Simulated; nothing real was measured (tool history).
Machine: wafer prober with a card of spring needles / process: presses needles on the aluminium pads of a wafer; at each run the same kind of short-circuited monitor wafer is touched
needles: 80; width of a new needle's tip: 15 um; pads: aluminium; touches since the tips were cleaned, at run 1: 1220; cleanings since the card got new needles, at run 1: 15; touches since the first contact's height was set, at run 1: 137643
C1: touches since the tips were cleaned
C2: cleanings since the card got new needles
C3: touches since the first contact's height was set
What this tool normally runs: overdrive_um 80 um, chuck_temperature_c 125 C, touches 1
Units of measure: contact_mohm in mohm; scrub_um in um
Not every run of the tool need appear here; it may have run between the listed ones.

{"run": 1, "hour": 0.0, "overdrive_um": 80, "chuck_temperature_c": 125, "touches": 1, "C1": 1220, "C2": 15, "C3": 137643, "contact_mohm": 174, "scrub_um": 17.35}
{"run": 2, "hour": 11.6, "overdrive_um": 81, "chuck_temperature_c": 125, "touches": 1, "C1": 7482, "C2": 15, "C3": 143905, "contact_mohm": 174, "scrub_um": 17.5}
{"hour": 13.1, "done": "tips cleaned on abrasive film"}
{"run": 3, "hour": 21.7, "overdrive_um": 88, "chuck_temperature_c": 125, "touches": 1, "C1": 4646, "C2": 16, "C3": 149279, "contact_mohm": 173, "scrub_um": 19.01}
{"hour": 28.9, "done": "tips cleaned on abrasive film"}
{"run": 4, "hour": 31.8, "overdrive_um": 88, "chuck_temperature_c": 125, "touches": 1, "C1": 1549, "C2": 17, "C3": 154633, "contact_mohm": 171, "scrub_um": 19.02}
{"run": 5, "hour": 42.9, "overdrive_um": 88, "chuck_temperature_c": 125, "touches": 1, "C1": 7515, "C2": 17, "C3": 160599, "contact_mohm": 172, "scrub_um": 19}
{"hour": 44.5, "done": "tips cleaned on abrasive film"}
{"hour": 44.8, "done": "height of the first contact set anew"}
{"run": 6, "hour": 53.1, "overdrive_um": 88, "chuck_temperature_c": 125, "touches": 1, "C1": 4456, "C2": 18, "C3": 4456, "contact_mohm": 173, "scrub_um": 18.92}
{"hour": 60.9, "done": "tips cleaned on abrasive film"}
{"run": 7, "hour": 64.8, "overdrive_um": 88, "chuck_temperature_c": 125, "touches": 1, "C1": 2102, "C2": 19, "C3": 10696, "contact_mohm": 171, "scrub_um": 18.96}
{"hour": 75.6, "done": "tips cleaned on abrasive film"}
{"run": 8, "hour": 85.3, "overdrive_um": 88, "chuck_temperature_c": 125, "touches": 1, "C1": 5209, "C2": 20, "C3": 21687, "contact_mohm": 173, "scrub_um": 18.9}
{"hour": 91.0, "done": "tips cleaned on abrasive film"}
{"run": 9, "hour": 96.1, "overdrive_um": 80, "chuck_temperature_c": 125, "touches": 2, "C1": 2735, "C2": 21, "C3": 27427, "contact_mohm": 173, "scrub_um": 17.18}
{"hour": 106.0, "done": "tips cleaned on abrasive film"}
{"run": 10, "hour": 109.1, "overdrive_um": 80, "chuck_temperature_c": 125, "touches": 2, "C1": 1658, "C2": 22, "C3": 34360, "contact_mohm": 174, "scrub_um": 17.16}
{"hour": 120.5, "done": "tips cleaned on abrasive film"}
{"run": 11, "hour": 128.0, "overdrive_um": 80, "chuck_temperature_c": 125, "touches": 2, "C1": 3997, "C2": 23, "C3": 44486, "contact_mohm": 172, "scrub_um": 17.13}
{"hour": 135.0, "done": "tips cleaned on abrasive film"}
{"run": 12, "hour": 141.7, "overdrive_um": 80, "chuck_temperature_c": 125, "touches": 2, "C1": 3604, "C2": 24, "C3": 51843, "contact_mohm": 173, "scrub_um": 17.15}
{"hour": 150.3, "done": "tips cleaned on abrasive film"}
{"run": 13, "hour": 150.3, "overdrive_um": 80, "chuck_temperature_c": 125, "touches": 2, "C1": 0, "C2": 25, "C3": 56386, "contact_mohm": 175, "scrub_um": 17.1}
{"hour": 165.6, "done": "tips cleaned on abrasive film"}
{"run": 14, "hour": 167.7, "overdrive_um": 80, "chuck_temperature_c": 125, "touches": 2, "C1": 1089, "C2": 26, "C3": 65682, "contact_mohm": 172, "scrub_um": 17.08}
{"run": 15, "hour": 179.6, "overdrive_um": 89, "chuck_temperature_c": 75, "touches": 1, "C1": 7530, "C2": 26, "C3": 72123, "contact_mohm": 161, "scrub_um": 18.99}
{"hour": 181.1, "done": "tips cleaned on abrasive film"}
{"hour": 196.9, "done": "tips cleaned on abrasive film"}
{"run": 16, "hour": 197.5, "overdrive_um": 80, "chuck_temperature_c": 36, "touches": 2, "C1": 305, "C2": 28, "C3": 81627, "contact_mohm": 158, "scrub_um": 17.08}
{"hour": 211.8, "done": "tips cleaned on abrasive film"}
{"run": 17, "hour": 211.8, "overdrive_um": 93, "chuck_temperature_c": 36, "touches": 2, "C1": 0, "C2": 29, "C3": 89269, "contact_mohm": 154, "scrub_um": 19.72}
{"run": 18, "hour": 223.7, "overdrive_um": 93, "chuck_temperature_c": 36, "touches": 2, "C1": 6385, "C2": 29, "C3": 95654, "contact_mohm": 155, "scrub_um": 19.77}
{"hour": 227.5, "done": "tips cleaned on abrasive film"}
{"run": 19, "hour": 233.5, "overdrive_um": 61, "chuck_temperature_c": 32, "touches": 2, "C1": 3222, "C2": 30, "C3": 100903, "contact_mohm": 158, "scrub_um": 12.95}
{"hour": 242.6, "done": "tips cleaned on abrasive film"}
{"run": 20, "hour": 251.2, "overdrive_um": 64, "chuck_temperature_c": 48, "touches": 2, "C1": 4625, "C2": 31, "C3": 110375, "contact_mohm": 160, "scrub_um": 13.54}
{"hour": 257.3, "done": "tips cleaned on abrasive film"}
{"run": 21, "hour": 271.2, "overdrive_um": 72, "chuck_temperature_c": 125, "touches": 1, "C1": 7511, "C2": 32, "C3": 121090, "contact_mohm": 171, "scrub_um": 15.24}
{"hour": 272.3, "done": "tips cleaned on abrasive film"}
{"hour": 288.0, "done": "tips cleaned on abrasive film"}
{"run": 22, "hour": 288.6, "overdrive_um": 72, "chuck_temperature_c": 125, "touches": 1, "C1": 362, "C2": 34, "C3": 130345, "contact_mohm": 173, "scrub_um": 15.19}
{"hour": 302.6, "done": "tips cleaned on abrasive film"}
{"run": 23, "hour": 307.7, "overdrive_um": 72, "chuck_temperature_c": 62, "touches": 1, "C1": 2740, "C2": 35, "C3": 140529, "contact_mohm": 160, "scrub_um": 15.24}
{"hour": 317.3, "done": "tips cleaned on abrasive film"}
{"run": 24, "hour": 322.3, "overdrive_um": 80, "chuck_temperature_c": 40, "touches": 2, "C1": 2663, "C2": 36, "C3": 148336, "contact_mohm": 158, "scrub_um": 16.9}
{"hour": 332.2, "done": "tips cleaned on abrasive film"}
{"run": 25, "hour": 343.0, "overdrive_um": 83, "chuck_temperature_c": 37, "touches": 1, "C1": 5843, "C2": 37, "C3": 159448, "contact_mohm": 159, "scrub_um": 17.5}
{"hour": 347.0, "done": "tips cleaned on abrasive film"}
{"hour": 347.3, "done": "height of the first contact set anew"}
{"run": 26, "hour": 352.7, "overdrive_um": 83, "chuck_temperature_c": 87, "touches": 2, "C1": 2945, "C2": 38, "C3": 2945, "contact_mohm": 163, "scrub_um": 17.43}
{"hour": 357.8, "done": "gauge calibrated"}
{"hour": 362.7, "done": "tips cleaned on abrasive film"}
{"run": 27, "hour": 373.5, "overdrive_um": 76, "chuck_temperature_c": 96, "touches": 1, "C1": 5786, "C2": 39, "C3": 14043, "contact_mohm": 167, "scrub_um": 16.4}

What if the next run were any one of these 5? Each begins from the tool's condition after run 27:
{"hour": 377.9, "done": "tips cleaned on abrasive film"}
{"run": "A", "hour": 390.8, "overdrive_um": 80, "chuck_temperature_c": 125, "touches": 2, "C1": 6956, "C2": 40, "C3": 23329, "contact_mohm": "?", "scrub_um": "?"}
{"hour": 377.9, "done": "tips cleaned on abrasive film"}
{"run": "B", "hour": 390.8, "overdrive_um": 76, "chuck_temperature_c": 27, "touches": 1, "C1": 6956, "C2": 40, "C3": 23329, "contact_mohm": "?", "scrub_um": "?"}
{"hour": 377.9, "done": "tips cleaned on abrasive film"}
{"run": "C", "hour": 390.8, "overdrive_um": 80, "chuck_temperature_c": 30, "touches": 2, "C1": 6956, "C2": 40, "C3": 23329, "contact_mohm": "?", "scrub_um": "?"}
{"hour": 377.9, "done": "tips cleaned on abrasive film"}
{"run": "D", "hour": 390.8, "overdrive_um": 80, "chuck_temperature_c": 33, "touches": 1, "C1": 6956, "C2": 40, "C3": 23329, "contact_mohm": "?", "scrub_um": "?"}
{"hour": 377.9, "done": "tips cleaned on abrasive film"}
{"run": "E", "hour": 390.8, "overdrive_um": 94, "chuck_temperature_c": 125, "touches": 1, "C1": 6956, "C2": 40, "C3": 23329, "contact_mohm": "?", "scrub_um": "?"}

run=A contact_mohm=174 scrub_um=17.37
run=B contact_mohm=155 scrub_um=16.48
run=C contact_mohm=158 scrub_um=17.29
run=D contact_mohm=156 scrub_um=17.35
run=E contact_mohm=173 scrub_um=20.26
Without the tool's unlogged condition, the same runs would have read:
run=A contact_mohm=173 scrub_um=17.41
run=B contact_mohm=154 scrub_um=16.52
run=C contact_mohm=158 scrub_um=17.33
run=D contact_mohm=155 scrub_um=17.39
run=E contact_mohm=172 scrub_um=20.31
